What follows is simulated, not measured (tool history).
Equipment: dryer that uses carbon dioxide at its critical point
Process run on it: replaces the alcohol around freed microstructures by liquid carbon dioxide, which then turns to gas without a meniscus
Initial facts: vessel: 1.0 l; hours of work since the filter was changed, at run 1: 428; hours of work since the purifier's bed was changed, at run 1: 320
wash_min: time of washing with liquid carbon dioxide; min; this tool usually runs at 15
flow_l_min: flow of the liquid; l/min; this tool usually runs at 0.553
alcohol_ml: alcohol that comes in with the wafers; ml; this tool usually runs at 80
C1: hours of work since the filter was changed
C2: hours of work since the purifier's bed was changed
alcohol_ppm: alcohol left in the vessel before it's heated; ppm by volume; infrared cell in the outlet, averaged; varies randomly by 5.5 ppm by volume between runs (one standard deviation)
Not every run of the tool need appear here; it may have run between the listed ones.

{"run": 1, "day": 0.0, "wash_min": 15, "flow_l_min": 0.553, "alcohol_ml": 80, "C1": 428, "C2": 320, "alcohol_ppm": 444}
{"run": 2, "day": 0.654, "wash_min": 15, "flow_l_min": 0.553, "alcohol_ml": 80, "C1": 434, "C2": 327, "alcohol_ppm": 443}
{"run": 3, "day": 1.517, "wash_min": 15, "flow_l_min": 0.553, "alcohol_ml": 80, "C1": 444, "C2": 336, "alcohol_ppm": 446}
{"run": 4, "day": 2.179, "wash_min": 15, "flow_l_min": 0.463, "alcohol_ml": 80, "C1": 450, "C2": 343, "alcohol_ppm": 951}
{"run": 5, "day": 3.283, "wash_min": 15, "flow_l_min": 0.463, "alcohol_ml": 80, "C1": 462, "C2": 354, "alcohol_ppm": 1006}
{"run": 6, "day": 4.325, "wash_min": 15, "flow_l_min": 0.553, "alcohol_ml": 80, "C1": 473, "C2": 365, "alcohol_ppm": 471}
{"run": 7, "day": 4.792, "wash_min": 15, "flow_l_min": 0.553, "alcohol_ml": 29, "C1": 478, "C2": 370, "alcohol_ppm": 229}
{"run": 8, "day": 5.338, "wash_min": 15, "flow_l_min": 0.553, "alcohol_ml": 29, "C1": 483, "C2": 376, "alcohol_ppm": 219}
{"day": 5.529, "done": "inlet filter changed"}
{"run": 9, "day": 6.008, "wash_min": 15, "flow_l_min": 0.453, "alcohol_ml": 34, "C1": 5, "C2": 382, "alcohol_ppm": 285}
{"run": 10, "day": 7.071, "wash_min": 19, "flow_l_min": 0.662, "alcohol_ml": 27, "C1": 16, "C2": 393, "alcohol_ppm": 84}
{"run": 11, "day": 7.738, "wash_min": 15, "flow_l_min": 0.37, "alcohol_ml": 31, "C1": 23, "C2": 400, "alcohol_ppm": 559}
{"run": 12, "day": 8.621, "wash_min": 12, "flow_l_min": 0.768, "alcohol_ml": 28, "C1": 32, "C2": 409, "alcohol_ppm": 121}
{"run": 13, "day": 9.254, "wash_min": 20, "flow_l_min": 0.553, "alcohol_ml": 80, "C1": 39, "C2": 416, "alcohol_ppm": 118}
{"run": 14, "day": 9.8, "wash_min": 21, "flow_l_min": 0.645, "alcohol_ml": 63, "C1": 45, "C2": 422, "alcohol_ppm": 100}
{"run": 15, "day": 10.854, "wash_min": 21, "flow_l_min": 0.645, "alcohol_ml": 63, "C1": 56, "C2": 433, "alcohol_ppm": 92}
{"run": 16, "day": 11.375, "wash_min": 15, "flow_l_min": 0.553, "alcohol_ml": 30, "C1": 61, "C2": 438, "alcohol_ppm": 164}

Forecast each of these 5 alternatives for the next run:
{"run": "A", "day": 12.167, "wash_min": 15, "flow_l_min": 0.359, "alcohol_ml": 80, "C1": 69, "C2": 447, "alcohol_ppm": "?"}
{"run": "B", "day": 12.167, "wash_min": 15, "flow_l_min": 0.493, "alcohol_ml": 63, "C1": 69, "C2": 447, "alcohol_ppm": "?"}
{"run": "C", "day": 12.167, "wash_min": 20, "flow_l_min": 0.553, "alcohol_ml": 30, "C1": 69, "C2": 447, "alcohol_ppm": "?"}
{"run": "D", "day": 12.167, "wash_min": 12, "flow_l_min": 0.553, "alcohol_ml": 38, "C1": 69, "C2": 447, "alcohol_ppm": "?"}
{"run": "E", "day": 12.167, "wash_min": 17, "flow_l_min": 0.553, "alcohol_ml": 80, "C1": 69, "C2": 447, "alcohol_ppm": "?"}

run=A alcohol_ppm=1553
run=B alcohol_ppm=375
run=C alcohol_ppm=101
run=D alcohol_ppm=400
run=E alcohol_ppm=165
Without the tool's hidden state the same runs would have given:
run=A alcohol_ppm=1286
run=B alcohol_ppm=238
run=C alcohol_ppm=7
run=D alcohol_ppm=263
run=E alcohol_ppm=58
